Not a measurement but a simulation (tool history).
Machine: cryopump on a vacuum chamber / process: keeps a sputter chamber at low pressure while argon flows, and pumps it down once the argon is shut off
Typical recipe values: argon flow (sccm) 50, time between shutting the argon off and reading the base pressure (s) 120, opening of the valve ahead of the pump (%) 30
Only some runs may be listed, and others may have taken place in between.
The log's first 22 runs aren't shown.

run,day,argon flow (sccm),time between shutting the argon off and reading the base pressure (s),opening of the valve ahead of the pump (%),hours of work since the pump was warmed up and emptied,hours of work since the cold head was overhauled,hours of work since the chamber's fittings were tightened,pressure while argon flows (Pa),pressure after the wait (uPa)
23,64.625,25,251,18,114,1098,565,0.1282,0.81
24,68.638,25,251,18,170,1154,621,0.1279,0.88
25,70.871,27,252,23,201,1186,652,0.1086,0.92
26,73.592,27,252,23,239,1224,690,0.1088,0.99
27,76.212,27,252,23,276,1260,727,0.1097,1.01
28,79.217,33,120,30,318,1302,769,0.1059,1.34
29,81.629,33,120,30,351,1336,803,0.1072,1.36
30,83.479,50,30,26,377,1362,828,0.1864,2.95
31,86.971,50,30,26,426,1411,877,0.1865,3.06
32,88.929,29,30,29,453,1438,905,0.0986,3.13
# day 91.625: pump warmed up, emptied and cooled again
33,91.821,24,39,57,3,1476,942,0.0389,2.35
34,94.858,50,58,50,45,1518,985,0.0929,1.97
35,98.208,50,58,50,92,1565,1031,0.0936,1.96

Branching from run 35: 3 alternative next runs. What would each branch give?
A,101.229,35,58,50,134,1607,1074,?,?
B,101.229,50,120,31,134,1607,1074,?,?
C,101.229,78,58,25,134,1607,1074,?,?

run,pressure while argon flows (Pa),pressure after the wait (uPa)
A,0.0659,2.07
B,0.1495,1.44
C,0.2873,2.04
Had the tool no hidden state, the same runs would have come out as:
run,pressure while argon flows (Pa),pressure after the wait (uPa)
A,0.063,1.31
B,0.1453,0.7
C,0.2809,1.28
